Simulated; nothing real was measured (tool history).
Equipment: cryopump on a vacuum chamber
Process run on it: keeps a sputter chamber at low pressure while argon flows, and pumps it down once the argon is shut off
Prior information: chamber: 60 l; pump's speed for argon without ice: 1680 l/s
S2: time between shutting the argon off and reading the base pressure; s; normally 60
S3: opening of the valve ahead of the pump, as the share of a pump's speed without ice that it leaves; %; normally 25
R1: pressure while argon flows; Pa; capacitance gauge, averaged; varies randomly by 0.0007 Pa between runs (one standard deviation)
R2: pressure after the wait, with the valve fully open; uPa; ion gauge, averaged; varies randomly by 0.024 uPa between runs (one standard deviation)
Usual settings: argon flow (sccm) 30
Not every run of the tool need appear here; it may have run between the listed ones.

run 1 hour=0 | argon_flow_(sccm)=30 S2=60 S3=25 | R1=0.1259 R2=2.69
run 2 hour=8 | argon_flow_(sccm)=30 S2=60 S3=16 | R1=0.1953 R2=2.71
run 3 hour=16.7 | argon_flow_(sccm)=30 S2=60 S3=16 | R1=0.1956 R2=2.73
run 4 hour=30.8 | argon_flow_(sccm)=30 S2=60 S3=16 | R1=0.1948 R2=2.8
run 5 hour=44.8 | argon_flow_(sccm)=30 S2=60 S3=16 | R1=0.1954 R2=2.82
run 6 hour=56.9 | argon_flow_(sccm)=30 S2=60 S3=16 | R1=0.1961 R2=2.78
run 7 hour=64.3 | argon_flow_(sccm)=30 S2=60 S3=16 | R1=0.1972 R2=2.82
run 8 hour=71.5 | argon_flow_(sccm)=30 S2=60 S3=16 | R1=0.1967 R2=2.9
run 9 hour=80.4 | argon_flow_(sccm)=30 S2=47 S3=25 | R1=0.1282 R2=3.11
run 10 hour=95.5 | argon_flow_(sccm)=13 S2=47 S3=25 | R1=0.0566 R2=3.09
run 11 hour=104.1 | argon_flow_(sccm)=21 S2=267 S3=39 | R1=0.0605 R2=2.41
run 12 hour=117.7 | argon_flow_(sccm)=21 S2=267 S3=39 | R1=0.0598 R2=2.34
run 13 hour=133.7 | argon_flow_(sccm)=21 S2=267 S3=39 | R1=0.0606 R2=2.42
run 14 hour=143.6 | argon_flow_(sccm)=12 S2=22 S3=38 | R1=0.0352 R2=4.24
run 15 hour=158.4 | argon_flow_(sccm)=12 S2=22 S3=38 | R1=0.0355 R2=4.17
run 16 hour=168.2 | argon_flow_(sccm)=12 S2=22 S3=38 | R1=0.036 R2=4.31
run 17 hour=176.7 | argon_flow_(sccm)=12 S2=22 S3=38 | R1=0.0361 R2=4.17
run 18 hour=192.4 | argon_flow_(sccm)=16 S2=65 S3=21 | R1=0.0835 R2=3

5 ways to go on from here, each from the tool as it stands after run 18. What would each give?
run A hour=200.3 | argon_flow_(sccm)=30 S2=60 S3=30 | R1=? R2=?
run B hour=200.3 | argon_flow_(sccm)=55 S2=65 S3=21 | R1=? R2=?
run C hour=200.3 | argon_flow_(sccm)=22 S2=251 S3=35 | R1=? R2=?
run D hour=200.3 | argon_flow_(sccm)=19 S2=148 S3=33 | R1=? R2=?
run E hour=200.3 | argon_flow_(sccm)=16 S2=65 S3=16 | R1=? R2=?

run=A R1=0.1115 R2=3.05
run=B R1=0.2852 R2=2.99
run=C R1=0.0707 R2=2.56
run=D R1=0.0639 R2=2.66
run=E R1=0.1058 R2=3.02
The same runs, with their run-to-run variation unchanged, on a tool lacking any hidden condition would have given:
run=A R1=0.101 R2=0.85
run=B R1=0.2658 R2=0.79
run=C R1=0.063 R2=0.34
run=D R1=0.0573 R2=0.46
run=E R1=0.1002 R2=0.8
